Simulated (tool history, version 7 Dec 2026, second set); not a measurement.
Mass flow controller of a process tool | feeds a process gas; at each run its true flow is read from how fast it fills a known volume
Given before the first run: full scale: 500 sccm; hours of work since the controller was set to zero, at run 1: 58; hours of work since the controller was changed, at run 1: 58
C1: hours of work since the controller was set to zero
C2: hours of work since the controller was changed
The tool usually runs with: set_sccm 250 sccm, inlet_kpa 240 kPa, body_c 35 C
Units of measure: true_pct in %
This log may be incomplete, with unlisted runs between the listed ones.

Run 1, day 0: usual settings; C1 58; C2 58. Result: true_pct 100.51 %.
Run 2, day 2.925: usual settings but set_sccm 126 sccm; C1 99; C2 99. Result: true_pct 100.47 %.
Run 3, day 4.692: usual settings but set_sccm 126 sccm; C1 124; C2 124. Result: true_pct 100.34 %.
Run 4, day 7.962: usual settings but set_sccm 126 sccm; C1 170; C2 170. Result: true_pct 100.44 %.
Run 5, day 10.338: usual settings; C1 203; C2 203. Result: true_pct 100.59 %.
Run 6, day 11.696: usual settings; C1 222; C2 222. Result: true_pct 100.68 %.
Run 7, day 14.771: usual settings; C1 265; C2 265. Result: true_pct 100.7 %.
Run 8, day 16.108: usual settings; C1 283; C2 283. Result: true_pct 100.57 %.
Run 9, day 19.15: usual settings; C1 326; C2 326. Result: true_pct 100.8 %.
Run 10, day 20.788: usual settings but set_sccm 105 sccm; C1 349; C2 349. Result: true_pct 100.7 %.
Run 11, day 23.667: usual settings but set_sccm 105 sccm; C1 389; C2 389. Result: true_pct 100.75 %.
Run 12, day 25.017: usual settings but set_sccm 105 sccm; C1 408; C2 408. Result: true_pct 100.8 %.
Run 13, day 27.621: usual settings but set_sccm 105 sccm; C1 444; C2 444. Result: true_pct 100.72 %.
Run 14, day 30.762: usual settings but set_sccm 105 sccm; C1 488; C2 488. Result: true_pct 100.77 %.
Run 15, day 33.367: usual settings but set_sccm 105 sccm; C1 524; C2 524. Result: true_pct 100.87 %.
Run 16, day 35.7: usual settings but set_sccm 105 sccm; C1 557; C2 557. Result: true_pct 100.67 %.
Run 17, day 37.579: usual settings but body_c 40 C; C1 583; C2 583. Result: true_pct 101.04 %.
Run 18, day 40.7: usual settings but body_c 40 C; C1 627; C2 627. Result: true_pct 100.98 %.
Run 19, day 43.908: usual settings but body_c 40 C; C1 672; C2 672. Result: true_pct 100.99 %.
Run 20, day 46.638: usual settings; C1 710; C2 710. Result: true_pct 100.94 %.
Run 21, day 48.862: usual settings; C1 741; C2 741. Result: true_pct 100.93 %.
Run 22, day 51.179: usual settings; C1 773; C2 773. Result: true_pct 100.8 %.
Run 23, day 53.392: usual settings but set_sccm 115 sccm; C1 804; C2 804. Result: true_pct 101.07 %.
Run 24, day 55.396: usual settings but inlet_kpa 140 kPa; C1 832; C2 832. Result: true_pct 100.24 %.
Run 25, day 56.862: usual settings but inlet_kpa 140 kPa; C1 852; C2 852. Result: true_pct 100.35 %.
Run 26, day 58.533: usual settings but set_sccm 222 sccm, inlet_kpa 164 kPa; C1 876; C2 876. Result: true_pct 100.59 %.
Run 27, day 61.108: usual settings but set_sccm 222 sccm, inlet_kpa 164 kPa; C1 912; C2 912. Result: true_pct 100.64 %.
Run 28, day 64.371: usual settings but set_sccm 222 sccm, inlet_kpa 164 kPa; C1 957; C2 957. Result: true_pct 100.48 %.
Run 29, day 66.567: usual settings but set_sccm 111 sccm, inlet_kpa 250 kPa; C1 988; C2 988. Result: true_pct 101.29 %.
Run 30, day 69.058: usual settings but set_sccm 111 sccm, inlet_kpa 250 kPa; C1 1023; C2 1023. Result: true_pct 101.42 %.
Run 31, day 70.371: usual settings but inlet_kpa 207 kPa; C1 1041; C2 1041. Result: true_pct 100.8 %.
Run 32, day 72.575: usual settings but set_sccm 185 sccm, inlet_kpa 271 kPa; C1 1072; C2 1072. Result: true_pct 101.38 %.
Run 33, day 74.329: usual settings but set_sccm 116 sccm, inlet_kpa 271 kPa; C1 1096; C2 1096. Result: true_pct 101.45 %.
Run 34, day 75.975: usual settings but set_sccm 141 sccm, inlet_kpa 142 kPa; C1 1119; C2 1119. Result: true_pct 100.6 %.
Run 35, day 79.217: usual settings but set_sccm 141 sccm, inlet_kpa 142 kPa; C1 1165; C2 1165. Result: true_pct 100.62 %.
Run 36, day 80.596: usual settings but set_sccm 141 sccm, inlet_kpa 142 kPa; C1 1184; C2 1184. Result: true_pct 100.67 %.
Run 37, day 82.375: usual settings but set_sccm 232 sccm, inlet_kpa 152 kPa, body_c 38 C; C1 1209; C2 1209. Result: true_pct 100.75 %.
Run 38, day 84.875: usual settings but set_sccm 153 sccm, body_c 24 C; C1 1244; C2 1244. Result: true_pct 100.81 %.
Run 39, day 86.975: usual settings but set_sccm 153 sccm, inlet_kpa 211 kPa, body_c 22 C; C1 1273; C2 1273. Result: true_pct 100.54 %.
Run 40, day 88.321: usual settings but set_sccm 242 sccm, inlet_kpa 146 kPa, body_c 30 C; C1 1292; C2 1292. Result: true_pct 100.37 %.
Run 41, day 90.917: usual settings but set_sccm 92 sccm, inlet_kpa 144 kPa, body_c 30 C; C1 1328; C2 1328. Result: true_pct 100.84 %.
Run 42, day 92.475: usual settings but set_sccm 136 sccm, inlet_kpa 144 kPa, body_c 30 C; C1 1350; C2 1350. Result: true_pct 100.48 %.
Run 43, day 95.604: usual settings but set_sccm 126 sccm, inlet_kpa 144 kPa, body_c 22 C; C1 1394; C2 1394. Result: true_pct 100.29 %.
Run 44, day 97.421: usual settings but set_sccm 61 sccm, inlet_kpa 145 kPa, body_c 22 C; C1 1419; C2 1419. Result: true_pct 100.93 %.
Run 45, day 98.904: usual settings but inlet_kpa 161 kPa, body_c 40 C; C1 1440; C2 1440. Result: true_pct 101.05 %.
Run 46, day 101.646: usual settings but inlet_kpa 161 kPa, body_c 40 C; C1 1478; C2 1478. Result: true_pct 101.04 %.
Run 47, day 103.521: usual settings but inlet_kpa 161 kPa, body_c 40 C; C1 1504; C2 1504. Result: true_pct 101.21 %.

Measured less the same run without the tool's hidden state. The same run-to-run variation is in both; the gauge's scatter may not be:
Hidden conditions of the tool in this case: flow at rest that the sensor doesn't see, % of full scale; true flow over the shown one, %; drift of the gauge itself on true_pct, %.
run  true_pct
  1     +0.08
  2     +0.14
  3     +0.16
  4     +0.18
  5     +0.15
  6     +0.16
  7     +0.19
  8      +0.2
  9     +0.23
 10     +0.37
 11      +0.4
 12     +0.42
 13     +0.45
 14     +0.49
 15     +0.52
 16     +0.56
 17     +0.37
 18     +0.39
 19     +0.41
 20     +0.44
 21     +0.46
 22     +0.48
 23     +0.73
 24     +0.51
 25     +0.51
 26     +0.56
 27     +0.58
 28      +0.6
 29      +0.9
 30     +0.93
 31     +0.62
 32     +0.74
 33     +0.97
 34     +0.88
 35     +0.92
 36     +0.93
 37     +0.74
 38     +0.93
 39     +0.95
 40     +0.77
 41     +1.34
 42     +1.07
 43     +1.15
 44      +1.9
 45     +0.83
 46     +0.86
 47     +0.88
